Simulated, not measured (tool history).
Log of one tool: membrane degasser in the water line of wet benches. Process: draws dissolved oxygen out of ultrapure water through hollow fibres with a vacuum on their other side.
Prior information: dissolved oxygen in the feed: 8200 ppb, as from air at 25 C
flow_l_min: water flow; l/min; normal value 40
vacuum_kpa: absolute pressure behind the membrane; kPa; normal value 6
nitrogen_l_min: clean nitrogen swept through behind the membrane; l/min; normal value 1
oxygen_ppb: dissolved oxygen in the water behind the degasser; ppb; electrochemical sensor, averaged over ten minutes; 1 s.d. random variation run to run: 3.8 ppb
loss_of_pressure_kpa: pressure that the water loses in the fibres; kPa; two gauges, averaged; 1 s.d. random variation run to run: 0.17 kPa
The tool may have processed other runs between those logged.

run	hour	flow_l_min	vacuum_kpa	nitrogen_l_min	oxygen_ppb	loss_of_pressure_kpa
1	0	40	6	1	377.5	25.68
2	29.4	29	6	1	220.6	18.83
3	72.1	29	6	1	222.3	18.69
4	108.5	29	6	1	222	18.87
5	133.3	29	6	1	221.1	18.97
6	168.9	29	6	1	225.1	18.56
# hour 173.3: vacuum gauge calibrated
7	192.4	57	6	1	703.4	36.71
8	219.6	27	6	1	201.1	17.42
9	259.1	27	6	1	199.8	17.74
10	306.4	27	6	1	195.9	17.43
11	338.3	27	6	1	199.6	17.47
12	360.4	28	6	1	212.2	17.9
13	401.5	29	3.79	1	91.6	18.67
# hour 425.2: vacuum gauge calibrated, once more
14	437.9	36	6.97	1.07	371.5	23.27
15	471.2	36	6.97	1.07	368	23.19
16	494.1	54	6.13	0.81	710.4	34.66
17	525.8	44	6.37	0.44	666.7	28.33
18	566.7	33	9.29	2.28	280.9	21.41
19	599	62	4.13	1.16	630.8	39.81
20	630.6	42	4.13	2.66	230.6	27.23
21	660.2	54	10.75	0.44	1503	35.06
22	694.7	36	5.7	1	299.6	23.55

Branching from run 22: 5 alternative next runs. What would each branch give?
A	717.3	27	5.7	0.85	?	?
B	717.3	43	14.41	1	?	?
C	717.3	48	4.17	1.48	?	?
D	717.3	36	5.85	1	?	?
E	717.3	36	8.85	1	?	?

run	oxygen_ppb	loss_of_pressure_kpa
A	203.3	17.37
B	1045.6	27.73
C	355.7	30.75
D	313	23.25
E	514.1	23.37
Without the tool's hidden state the same runs would have given:
run	oxygen_ppb	loss_of_pressure_kpa
A	201.5	17.26
B	1041.1	27.56
C	349.3	30.55
D	309.5	23.11
E	510.6	23.23

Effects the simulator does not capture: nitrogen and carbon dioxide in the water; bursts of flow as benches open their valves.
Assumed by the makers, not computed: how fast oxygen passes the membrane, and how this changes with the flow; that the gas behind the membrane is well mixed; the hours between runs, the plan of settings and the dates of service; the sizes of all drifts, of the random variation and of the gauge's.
